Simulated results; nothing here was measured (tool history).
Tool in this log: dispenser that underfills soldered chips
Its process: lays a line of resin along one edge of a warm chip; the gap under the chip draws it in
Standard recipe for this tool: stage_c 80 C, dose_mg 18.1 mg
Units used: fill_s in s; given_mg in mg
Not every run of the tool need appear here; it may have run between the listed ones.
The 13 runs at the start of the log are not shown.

-- hour=127.2 new syringe of resin
run 14 hour=127.2 | stage_c=93 dose_mg=18.1 | fill_s=17.2 given_mg=16.71
run 15 hour=137.5 | stage_c=80 dose_mg=18.1 | fill_s=33 given_mg=16.7
-- hour=140.8 new syringe of resin
run 16 hour=143.5 | stage_c=80 dose_mg=16 | fill_s=26.3 given_mg=14.62
-- hour=145.1 stage's temperature calibrated
run 17 hour=149.9 | stage_c=80 dose_mg=16.6 | fill_s=29.6 given_mg=15.22
-- hour=156 new syringe of resin
run 18 hour=158.4 | stage_c=80 dose_mg=16.6 | fill_s=25.2 given_mg=15.24
-- hour=169.5 new syringe of resin
-- hour=171.6 dispensing valve cleaned and set on the balance
run 19 hour=172.7 | stage_c=75 dose_mg=15.7 | fill_s=29.4 given_mg=15.77
run 20 hour=180.3 | stage_c=75 dose_mg=22.7 | fill_s=33.5 given_mg=22.81
-- hour=184.2 new syringe of resin
run 21 hour=186.6 | stage_c=95 dose_mg=18.9 | fill_s=16.2 given_mg=18.92
run 22 hour=192.1 | stage_c=74 dose_mg=16 | fill_s=35.2 given_mg=15.91
-- hour=198 new syringe of resin
run 23 hour=200.2 | stage_c=69 dose_mg=15.8 | fill_s=35.5 given_mg=15.63

For run 24, what comes out?
run 24 hour=209.4 | stage_c=78 dose_mg=18.7 | fill_s=? given_mg=?

{"run 24": {"fill_s": 33.8, "given_mg": 18.4}}
Take away the tool's hidden state, keep the run-to-run variation as it was, and the same run would have given fill_s 24.7 s, given_mg 18.69 mg.

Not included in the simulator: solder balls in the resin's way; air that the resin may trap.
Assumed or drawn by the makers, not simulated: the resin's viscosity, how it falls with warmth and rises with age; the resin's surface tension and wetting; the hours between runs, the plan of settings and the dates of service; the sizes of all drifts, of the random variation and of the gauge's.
